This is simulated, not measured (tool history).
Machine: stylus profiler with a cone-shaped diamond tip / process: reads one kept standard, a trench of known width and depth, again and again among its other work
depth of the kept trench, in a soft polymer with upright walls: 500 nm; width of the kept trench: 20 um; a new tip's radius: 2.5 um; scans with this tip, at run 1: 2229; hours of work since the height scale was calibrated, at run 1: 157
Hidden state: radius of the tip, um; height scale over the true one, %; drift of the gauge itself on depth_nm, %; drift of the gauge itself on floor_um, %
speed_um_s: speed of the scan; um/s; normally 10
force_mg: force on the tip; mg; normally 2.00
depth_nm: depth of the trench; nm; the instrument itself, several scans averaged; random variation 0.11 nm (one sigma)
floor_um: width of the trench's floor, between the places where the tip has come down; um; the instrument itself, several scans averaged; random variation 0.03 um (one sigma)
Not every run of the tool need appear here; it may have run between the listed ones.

run   hour  speed_um_s  force_mg  scans with this tip  hours of work since the height scale was calibrated  depth_nm  floor_um
  1    0.0          10      2.00                 2229                                                  157    506.61     16.78
  2    9.1          10      2.00                 2289                                                  162    506.61     16.77
  3   16.0           6      2.00                 2335                                                  165    506.52     16.82
  4   24.2           6      2.00                 2389                                                  169    506.85     16.80
  5   34.8           8      2.00                 2460                                                  174    506.63     16.77
  6   42.5          10      2.00                 2511                                                  177    506.65     16.71
  7   59.0          10      2.00                 2621                                                  185    506.44     16.74
  8   75.7          10      2.00                 2732                                                  193    506.50     16.76
  9   90.2          29      2.00                 2829                                                  200    506.56     16.67
 10   97.4          29      2.00                 2877                                                  203    506.56     16.69
 11  114.0          10      0.92                 2986                                                  211    504.01     16.73
 12  121.4          10      0.92                 3036                                                  214    503.74     16.72
 13  132.0          12      2.00                 3107                                                  219    506.64     16.75
 14  146.9           6      2.00                 3205                                                  226    506.61     16.69
 15  157.5          10      2.00                 3276                                                  231    506.48     16.73
 16  170.2          10      2.00                 3360                                                  237    506.47     16.73
 17  179.5          10      3.63                 3423                                                  242    509.74     16.71
 18  195.3           4      2.00                 3527                                                  249    506.54     16.67
 19  205.0           4      2.00                 3592                                                  253    506.56     16.61
 20  215.3          10      2.00                 3661                                                  258    506.44     16.67
 21  231.5          10      2.00                 3768                                                  266    506.43     16.71
 22  247.9          10      2.00                 3878                                                  274    506.52     16.66
 23  263.7           7      2.00                 3982                                                  281    506.41     16.65
 24  272.3           7      2.00                 4039                                                  285    506.43     16.67
 25  289.0           7      2.00                 4151                                                  293    506.56     16.64
 26  304.0          10      2.26                 4250                                                  300    506.83     16.62
 27  315.6          10      2.26                 4328                                                  305    507.02     16.63
 28  332.2          10      2.26                 4438                                                  313    506.71     16.60
 29  344.4          28      3.74                 4519                                                  319    509.91     16.53
 30  358.8          13      0.70                 4615                                                  326    503.25     16.57
 31  371.0           2      0.71                 4696                                                  331    503.15     16.57
 32  378.9           2      3.04                 4748                                                  335    508.40     16.60
 33  390.8          35      1.49                 4828                                                  341    505.32     16.50
 34  400.4          35      0.83                 4891                                                  345    503.40     16.51
 35  410.9          35      0.83                 4961                                                  350    503.41     16.50
 36  425.6          10      4.07                 5059                                                  357    510.47     16.54
 37  440.5          14      0.73                 5158                                                  364    503.10     16.56
 38  453.0          14      0.73                 5241                                                  370    503.14     16.49
 39  460.6           3      3.29                 5291                                                  373    509.10     16.51
 40  471.8           3      3.29                 5366                                                  379    508.86     16.56
 41  487.0          39      1.05                 5467                                                  386    504.17     16.46
 42  500.8           3      5.87                 5559                                                  392    513.51     16.53
 43  509.8          39      1.19                 5619                                                  396    504.46     16.41
 44  520.3          22      5.11                 5689                                                  401    512.18     16.53

5 ways to go on from here, each from the tool as it stands after run 44. What would each give?
  A  533.6          25      5.71                 5777                                                  408         ?         ?
  B  533.6          24      3.37                 5777                                                  408         ?         ?
  C  533.6           4      5.09                 5777                                                  408         ?         ?
  D  533.6           5      1.35                 5777                                                  408         ?         ?
  E  533.6          23      2.40                 5777                                                  408         ?         ?

run  depth_nm  floor_um
  A    513.05     16.50
  B    509.21     16.57
  C    512.10     16.54
  D    504.77     16.54
  E    507.22     16.50
With no hidden state in the tool, these same runs would have given:
run  depth_nm  floor_um
  A    513.20     16.98
  B    509.36     17.04
  C    512.26     17.02
  D    504.92     17.01
  E    507.37     16.98
